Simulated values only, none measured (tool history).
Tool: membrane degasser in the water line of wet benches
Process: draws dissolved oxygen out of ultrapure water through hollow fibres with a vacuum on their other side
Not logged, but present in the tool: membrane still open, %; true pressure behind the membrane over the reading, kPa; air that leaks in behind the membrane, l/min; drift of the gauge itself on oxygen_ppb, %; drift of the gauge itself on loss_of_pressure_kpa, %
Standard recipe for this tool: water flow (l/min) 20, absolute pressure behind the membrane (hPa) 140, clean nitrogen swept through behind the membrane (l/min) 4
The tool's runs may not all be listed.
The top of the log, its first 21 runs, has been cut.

run,hour,water flow (l/min),absolute pressure behind the membrane (hPa),clean nitrogen swept through behind the membrane (l/min),hours since the membrane was changed,hours since the vacuum gauge was calibrated,hours since the vacuum lines were made tight,dissolved oxygen in the water behind the degasser (ppb),pressure that the water loses in the fibres (hPa)
22,1412.8,28,123,3.44,3225,6285,4691,190.5,862
23,1498.5,23,123,3.44,3311,6371,4777,154,708.8
24,1568.9,22,127,4.47,3381,6441,4847,120.6,680.5
25,1665.3,31,112,8.25,3478,6537,4944,93.9,956.9
26,1764.8,22,152,5.75,3577,6637,5043,120.2,673.2
27,1839.6,22,152,5.75,3652,6712,5118,120.7,676.4
28,1913.7,27,155,4,3726,6786,5192,211.7,833.2
29,1971.9,27,155,4,3784,6844,5250,212.4,829.9
30,2014.5,20,223,3.26,3827,6887,5293,287.1,615.4
31,2075.9,16,107,3.22,3888,6948,5354,94.8,492.8
32,2118.7,17,140,3.43,3931,6991,5397,134.8,520.4

Each row is a separate what-if for the run after 32, all from the same tool condition, not one after another. Results?
A,2165.5,23,91,2.48,3978,7038,5444,?,?
B,2165.5,18,140,3.43,3978,7038,5444,?,?
C,2165.5,22,96,7.57,3978,7038,5444,?,?

run,dissolved oxygen in the water behind the degasser (ppb),pressure that the water loses in the fibres (hPa)
A,138.8,709.9
B,142.8,552.5
C,53.9,672.1
Stripped of hidden state, with their random variation kept, the same runs would have yielded:
run,dissolved oxygen in the water behind the degasser (ppb),pressure that the water loses in the fibres (hPa)
A,136.2,709.7
B,140.1,552.4
C,52.8,671.9
